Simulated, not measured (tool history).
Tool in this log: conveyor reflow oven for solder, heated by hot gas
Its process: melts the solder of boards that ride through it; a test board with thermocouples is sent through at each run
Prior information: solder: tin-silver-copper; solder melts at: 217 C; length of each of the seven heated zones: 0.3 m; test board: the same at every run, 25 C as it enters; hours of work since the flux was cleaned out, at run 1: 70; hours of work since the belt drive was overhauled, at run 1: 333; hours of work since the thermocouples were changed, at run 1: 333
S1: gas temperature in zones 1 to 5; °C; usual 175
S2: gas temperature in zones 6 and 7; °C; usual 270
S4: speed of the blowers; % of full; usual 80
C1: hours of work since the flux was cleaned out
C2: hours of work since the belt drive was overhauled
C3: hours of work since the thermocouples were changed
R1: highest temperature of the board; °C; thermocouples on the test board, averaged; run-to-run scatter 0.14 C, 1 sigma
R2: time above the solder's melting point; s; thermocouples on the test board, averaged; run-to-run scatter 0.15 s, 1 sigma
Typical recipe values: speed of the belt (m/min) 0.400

Run 1, day 0.000: usual settings; C1 70; C2 333; C3 333. Result: R1 256.6 °C, R2 71.7 s.
Run 2, day 1.500: usual settings; C1 97; C2 360; C3 360. Result: R1 256.6 °C, R2 71.6 s.
Run 3, day 3.050: usual settings; C1 125; C2 388; C3 388. Result: R1 256.2 °C, R2 71.2 s.
Run 4, day 4.362: usual settings; C1 149; C2 412; C3 412. Result: R1 256.0 °C, R2 71.2 s.
Run 5, day 5.771: usual settings; C1 175; C2 438; C3 438. Result: R1 256.0 °C, R2 71.0 s.
Run 6, day 7.629: usual settings; C1 209; C2 472; C3 472. Result: R1 255.8 °C, R2 70.6 s.
Run 7, day 8.654: usual settings; C1 227; C2 491; C3 491. Result: R1 255.7 °C, R2 70.5 s.
Run 8, day 10.067: usual settings; C1 253; C2 516; C3 516. Result: R1 255.4 °C, R2 70.7 s.
Run 9, day 11.108: usual settings but speed of the belt (m/min) 0.451; C1 272; C2 535; C3 535. Result: R1 251.2 °C, R2 58.0 s.
Run 10, day 12.200: usual settings but speed of the belt (m/min) 0.451; C1 292; C2 555; C3 555. Result: R1 250.9 °C, R2 58.0 s.
Run 11, day 13.171: usual settings but speed of the belt (m/min) 0.451; C1 310; C2 573; C3 573. Result: R1 250.9 °C, R2 57.6 s.
Run 12, day 14.612: usual settings but speed of the belt (m/min) 0.451; C1 336; C2 599; C3 599. Result: R1 250.6 °C, R2 57.5 s.
Run 13, day 15.454: usual settings but speed of the belt (m/min) 0.451; C1 351; C2 614; C3 614. Result: R1 250.7 °C, R2 57.5 s.
At day 15.938: flux residue cleaned out of gas plates and filters.
Run 14, day 17.025: usual settings but S1 179 °C; C1 20; C2 639; C3 639. Result: R1 258.8 °C, R2 75.2 s.
Run 15, day 18.583: usual settings but S1 179 °C; C1 48; C2 668; C3 668. Result: R1 258.5 °C, R2 75.3 s.
Run 16, day 19.608: usual settings but S1 179 °C, S2 284 °C; C1 67; C2 686; C3 686. Result: R1 271.0 °C, R2 82.3 s.
Run 17, day 21.521: usual settings but S1 179 °C, S2 284 °C, speed of the belt (m/min) 0.425, S4 53 % of full; C1 102; C2 721; C3 721. Result: R1 261.0 °C, R2 70.5 s.
Run 18, day 23.375: usual settings but S1 164 °C, S2 260 °C, speed of the belt (m/min) 0.435, S4 76 % of full; C1 136; C2 755; C3 755. Result: R1 243.2 °C, R2 49.7 s.
Run 19, day 24.267: usual settings but S1 164 °C, S2 260 °C, speed of the belt (m/min) 0.435, S4 76 % of full; C1 152; C2 771; C3 771. Result: R1 243.1 °C, R2 49.1 s.
Run 20, day 25.604: usual settings but S1 184 °C, S2 260 °C, speed of the belt (m/min) 0.443, S4 65 % of full; C1 176; C2 796; C3 796. Result: R1 244.0 °C, R2 56.2 s.
Run 21, day 26.854: usual settings but S1 173 °C, S2 277 °C, speed of the belt (m/min) 0.448, S4 85 % of full; C1 199; C2 818; C3 818. Result: R1 260.0 °C, R2 64.5 s.
At day 27.379: belt drive overhauled, speed set with a stopwatch.
At day 27.462: thermocouples of zones 6 and 7 changed.
Run 22, day 27.967: usual settings but S1 161 °C, S2 277 °C, speed of the belt (m/min) 0.448, S4 85 % of full; C1 215; C2 9; C3 9. Result: R1 254.6 °C, R2 56.4 s.
Run 23, day 29.021: usual settings but S1 161 °C, S2 277 °C, speed of the belt (m/min) 0.448, S4 85 % of full; C1 234; C2 28; C3 28. Result: R1 254.2 °C, R2 56.2 s.
Run 24, day 29.896: usual settings but S1 188 °C, S2 269 °C, speed of the belt (m/min) 0.365, S4 73 % of full; C1 250; C2 44; C3 44. Result: R1 256.6 °C, R2 85.3 s.
Run 25, day 31.475: usual settings but S1 188 °C, S2 269 °C, speed of the belt (m/min) 0.365, S4 73 % of full; C1 279; C2 73; C3 73. Result: R1 256.3 °C, R2 85.2 s.
Run 26, day 32.967: usual settings but S1 186 °C, S2 281 °C, S4 79 % of full; C1 306; C2 100; C3 100. Result: R1 264.7 °C, R2 81.3 s.
Run 27, day 33.917: usual settings but S1 186 °C, S2 281 °C, S4 79 % of full; C1 323; C2 118; C3 118. Result: R1 265.2 °C, R2 81.6 s.
At day 35.938: flux residue cleaned out of gas plates and filters.
Run 28, day 35.946: usual settings but S1 180 °C, S2 278 °C, speed of the belt (m/min) 0.378, S4 89 % of full; C1 0; C2 151; C3 151. Result: R1 267.5 °C, R2 85.6 s.
Run 29, day 37.683: usual settings but S1 180 °C, S2 278 °C, speed of the belt (m/min) 0.378, S4 89 % of full; C1 32; C2 183; C3 183. Result: R1 267.3 °C, R2 85.7 s.
Run 30, day 38.896: usual settings but S1 180 °C, S2 278 °C, speed of the belt (m/min) 0.378, S4 89 % of full; C1 54; C2 205; C3 205. Result: R1 266.9 °C, R2 85.4 s.

Here are 3 independent what-if runs from the current tool condition. What would each one return?
Run A, day 40.004: usual settings but S2 266 °C, S4 76 % of full; C1 74; C2 225; C3 225. Result: R1 ?, R2 ?.
Run B, day 40.004: usual settings but S1 164 °C, S2 278 °C, speed of the belt (m/min) 0.405, S4 89 % of full; C1 74; C2 225; C3 225. Result: R1 ?, R2 ?.
Run C, day 40.004: usual settings but S1 188 °C, S2 278 °C, speed of the belt (m/min) 0.378, S4 89 % of full; C1 74; C2 225; C3 225. Result: R1 ?, R2 ?.

run     R1    R2
  A  251.7  67.6
  B  262.8  71.0
  C  268.0  89.4
With no hidden state in the tool, these same runs would have given:
run     R1    R2
  A  251.9  67.7
  B  263.1  71.2
  C  268.1  89.3
